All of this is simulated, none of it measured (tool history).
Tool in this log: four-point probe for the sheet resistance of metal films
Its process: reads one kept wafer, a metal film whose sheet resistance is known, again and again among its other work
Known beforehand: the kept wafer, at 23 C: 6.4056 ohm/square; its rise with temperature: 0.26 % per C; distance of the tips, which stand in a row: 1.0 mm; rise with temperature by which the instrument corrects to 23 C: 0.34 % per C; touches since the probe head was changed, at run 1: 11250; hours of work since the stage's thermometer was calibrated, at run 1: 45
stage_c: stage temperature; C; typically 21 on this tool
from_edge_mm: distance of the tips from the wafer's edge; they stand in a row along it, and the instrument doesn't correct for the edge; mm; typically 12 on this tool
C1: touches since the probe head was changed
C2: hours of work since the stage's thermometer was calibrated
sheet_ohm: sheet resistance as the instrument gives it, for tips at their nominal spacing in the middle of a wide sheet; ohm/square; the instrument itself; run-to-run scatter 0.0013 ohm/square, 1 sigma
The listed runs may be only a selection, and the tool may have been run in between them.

run 1 day=0.000 | stage_c=21 from_edge_mm=12 | C1=11250 C2=45 | sheet_ohm=6.439150
run 2 day=0.842 | stage_c=21 from_edge_mm=12 | C1=11563 C2=59 | sheet_ohm=6.440542
run 3 day=1.421 | stage_c=20 from_edge_mm=12 | C1=11778 C2=69 | sheet_ohm=6.444710
run 4 day=2.358 | stage_c=21 from_edge_mm=12 | C1=12125 C2=85 | sheet_ohm=6.440684
run 5 day=3.321 | stage_c=21 from_edge_mm=12 | C1=12483 C2=101 | sheet_ohm=6.442442
run 6 day=4.192 | stage_c=21 from_edge_mm=12 | C1=12807 C2=116 | sheet_ohm=6.439703
run 7 day=5.208 | stage_c=21 from_edge_mm=3 | C1=13184 C2=133 | sheet_ohm=6.776982
run 8 day=6.171 | stage_c=21 from_edge_mm=3 | C1=13542 C2=149 | sheet_ohm=6.779701
run 9 day=6.754 | stage_c=21 from_edge_mm=3 | C1=13757 C2=159 | sheet_ohm=6.775724
run 10 day=7.200 | stage_c=21 from_edge_mm=3 | C1=13923 C2=167 | sheet_ohm=6.780065
run 11 day=7.633 | stage_c=21 from_edge_mm=30 | C1=14084 C2=174 | sheet_ohm=6.420106
run 12 day=8.454 | stage_c=21 from_edge_mm=12 | C1=14388 C2=188 | sheet_ohm=6.443055
run 13 day=8.892 | stage_c=21 from_edge_mm=55 | C1=14552 C2=195 | sheet_ohm=6.419044
run 14 day=9.912 | stage_c=24 from_edge_mm=12 | C1=14931 C2=213 | sheet_ohm=6.421898
run 15 day=10.546 | stage_c=24 from_edge_mm=12 | C1=15166 C2=223 | sheet_ohm=6.423502

What does the tool deliver on the next run?
run 16 day=11.033 | stage_c=21 from_edge_mm=3 | C1=15346 C2=232 | sheet_ohm=?

For run 16 the tool returned sheet_ohm 6.778263 ohm/square.
If the tool had no hidden condition, the same run with the same run-to-run variation would have returned sheet_ohm 6.778208 ohm/square.

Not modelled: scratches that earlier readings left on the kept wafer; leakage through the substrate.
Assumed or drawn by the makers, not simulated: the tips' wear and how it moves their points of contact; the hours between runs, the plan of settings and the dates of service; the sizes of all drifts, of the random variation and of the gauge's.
